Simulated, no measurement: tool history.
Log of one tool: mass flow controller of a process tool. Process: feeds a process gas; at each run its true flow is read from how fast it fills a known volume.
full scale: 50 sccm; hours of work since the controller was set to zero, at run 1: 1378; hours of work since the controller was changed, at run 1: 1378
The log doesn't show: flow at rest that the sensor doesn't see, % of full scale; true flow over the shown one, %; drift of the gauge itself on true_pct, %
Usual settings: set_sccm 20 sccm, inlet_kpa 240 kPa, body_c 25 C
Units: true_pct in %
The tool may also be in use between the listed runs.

run     day  set_sccm  inlet_kpa  body_c  hours of work since the controller was set to zero  hours of work since the controller was changed  true_pct
  1   0.000        20        240      25                                                1378                                            1378     97.73
  2   3.800        20        240      25                                                1448                                            1448     97.74
  3   8.392        20        240      25                                                1532                                            1532     97.75
  4  12.788        20        240      25                                                1613                                            1613     97.65
  5  15.408        20        221      25                                                1661                                            1661     97.91
  6  20.800        20        240      24                                                1760                                            1760     97.78
  7  25.329        20        272      32                                                1843                                            1843     96.63

Forecast run 8:
     25.738  -- controller's zero set anew
  8  28.196        20        170      37                                                  45                                            1895         ?

{"run 8": {"true_pct": 97.18}}
Without the tool's hidden state the same run would have given true_pct 97.06 %.

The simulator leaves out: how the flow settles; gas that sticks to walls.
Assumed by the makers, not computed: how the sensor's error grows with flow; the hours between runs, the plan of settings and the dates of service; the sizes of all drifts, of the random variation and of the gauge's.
